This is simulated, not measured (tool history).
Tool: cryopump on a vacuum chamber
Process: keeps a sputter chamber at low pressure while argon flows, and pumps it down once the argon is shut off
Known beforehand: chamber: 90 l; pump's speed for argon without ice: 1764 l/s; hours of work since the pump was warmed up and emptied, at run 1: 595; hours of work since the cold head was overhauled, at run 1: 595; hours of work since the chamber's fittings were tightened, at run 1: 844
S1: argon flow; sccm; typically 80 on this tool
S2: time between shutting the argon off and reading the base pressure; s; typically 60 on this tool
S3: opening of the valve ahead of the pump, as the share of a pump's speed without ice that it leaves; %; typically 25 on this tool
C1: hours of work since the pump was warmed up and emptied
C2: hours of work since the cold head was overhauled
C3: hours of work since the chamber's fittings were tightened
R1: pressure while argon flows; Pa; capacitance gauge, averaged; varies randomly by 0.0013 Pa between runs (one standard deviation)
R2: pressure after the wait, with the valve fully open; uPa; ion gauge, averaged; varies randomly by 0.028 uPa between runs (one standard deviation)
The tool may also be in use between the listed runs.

run   hour   S1   S2  S3   C1    C2    C3      R1    R2
  1      0   80   60  25  595   595   844  0.3232  1.99
  2   24.5   80   60  25  607   607   856  0.3231  2.01
  3   46.1   80   60  25  618   618   867  0.3237  1.94
  4   68.7   80   60  25  630   630   879  0.3236  2.01
  5  103.7   80   60  25  648   648   897  0.3224  1.99
  6  142.5   80   60  25  668   668   917  0.3255  2.02
  7  162.9   80   60  25  679   679   928   0.325  2.03
  8  189.9   80   60  25  693   693   942  0.3251  2.05
  9    223   80   60  25  710   710   959  0.3264  2.07
 10  253.6   80   60  25  725   725   974  0.3268  2.11
 11  275.5   80   60  25  737   737   986  0.3272  2.07
 12  296.8   80  125  25  748   748   997  0.3258  1.49
 13  322.9   80  125  25  761   761  1010  0.3311  1.54
 14  344.4   80   60  52  772   772  1021  0.1701  2.14
 15    378   80   60  52  790   790  1038  0.1696  2.16
 16    414   80   60  52  808   808  1057  0.1711  2.11
 17    442   80   60  52  822   822  1071  0.1713  2.19
 18  471.5   38  198  17  838   838  1087  0.2258   1.4
 19  496.3   38  198  17  851   851  1100  0.2269  1.42
 20  528.3   38  198  26  867   867  1116  0.1515   1.5
 21    545  140  167  25  876   876  1125  0.5812  1.54
 22  575.4   33   75  25  891   891  1140  0.1376  2.06
 23  598.5   96   24  52  903   903  1152  0.2082  4.11
 24  624.1   91   54  39  916   916  1165  0.2555  2.45
 25  652.9   98   96  34  931   931  1180  0.3102  1.88
     675.1  -- pump warmed up, emptied and cooled again
 26  693.4   70  130  39    9   950  1199   0.173  1.43
 27  717.7   80   60  40   22   962  1211  0.1953  2.07
 28  738.2   80   60  40   33   973  1222  0.1931  2.05
 29  769.7  139   24  26   49   989  1238  0.5103  3.75
 30  808.2  139   67  43   69  1009  1258  0.3164  2.04
 31  844.5  124  154  32   87  1027  1276  0.3773  1.44
 32  874.9   54   23  25  103  1043  1292  0.2106  4.03
 33  894.7   56   78  28  113  1053  1302  0.1945   1.9

Consider 3 possible next runs. They are alternatives, not a sequence: every one starts from the tool as it was left by run 33. What does each give?
  A  916.8   36   26  24  125  1065  1314   ?   ?
  B  916.8  126  237  40  125  1065  1314   ?   ?
  C  916.8   43  273  45  125  1065  1314   ?   ?

run      R1    R2
  A  0.1462  3.59
  B  0.3079  1.28
  C  0.0946  1.17
What these runs would have given with no unlogged condition in the tool:
run      R1    R2
  A  0.1442  2.79
  B  0.3009  0.47
  C  0.0922  0.37
